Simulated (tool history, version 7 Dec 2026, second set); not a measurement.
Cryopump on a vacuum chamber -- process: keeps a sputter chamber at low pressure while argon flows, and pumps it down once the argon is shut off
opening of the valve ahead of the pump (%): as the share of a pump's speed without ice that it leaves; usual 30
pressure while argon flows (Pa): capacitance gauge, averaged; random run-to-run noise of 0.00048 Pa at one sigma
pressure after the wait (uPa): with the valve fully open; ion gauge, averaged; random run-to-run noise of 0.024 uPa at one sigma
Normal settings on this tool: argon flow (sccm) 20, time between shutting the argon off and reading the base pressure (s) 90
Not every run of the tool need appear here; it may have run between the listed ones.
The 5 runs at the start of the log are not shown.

run   hour  argon flow (sccm)  time between shutting the argon off and reading the base pressure (s)  opening of the valve ahead of the pump (%)  hours of work since the pump was warmed up and emptied  hours of work since the cold head was overhauled  hours of work since the chamber's fittings were tightened  pressure while argon flows (Pa)  pressure after the wait (uPa)
  6   80.4                 20                                                                     90                                          30                                                     314                                               314                                                       1618                           0.0578                           1.41
  7  102.6                 20                                                                     90                                          30                                                     327                                               327                                                       1631                           0.0583                           1.46
  8  120.9                 20                                                                     90                                          30                                                     337                                               337                                                       1641                           0.0572                           1.44
  9  139.4                 14                                                                     90                                          30                                                     348                                               348                                                       1651                           0.0403                           1.46
 10  157.6                 14                                                                     90                                          30                                                     358                                               358                                                       1662                           0.0411                           1.44
 11  171.1                 14                                                                     90                                          30                                                     366                                               366                                                       1669                            0.041                           1.48
 12  182.1                 14                                                                     90                                          30                                                     372                                               372                                                       1676                           0.0409                           1.45
 13    195                 14                                                                     90                                          30                                                     379                                               379                                                       1683                           0.0402                           1.47
 14  217.6                 20                                                                     27                                          30                                                     392                                               392                                                       1696                           0.0581                           3.03
 15    234                 20                                                                     22                                          30                                                     402                                               402                                                       1705                           0.0581                           3.57
 16  250.5                 20                                                                     22                                          30                                                     411                                               411                                                       1715                            0.058                           3.61

Run 17 has not been measured yet. What should we expect?
 17  262.2                 25                                                                    106                                          30                                                     418                                               418                                                       1721                                ?                              ?

{"run 17": {"pressure while argon flows (Pa)": 0.0719, "pressure after the wait (uPa)": 1.34}}
On a tool with no hidden condition, and with the same random variation, this run would have come out at pressure while argon flows (Pa) 0.0705, pressure after the wait (uPa) 0.74.

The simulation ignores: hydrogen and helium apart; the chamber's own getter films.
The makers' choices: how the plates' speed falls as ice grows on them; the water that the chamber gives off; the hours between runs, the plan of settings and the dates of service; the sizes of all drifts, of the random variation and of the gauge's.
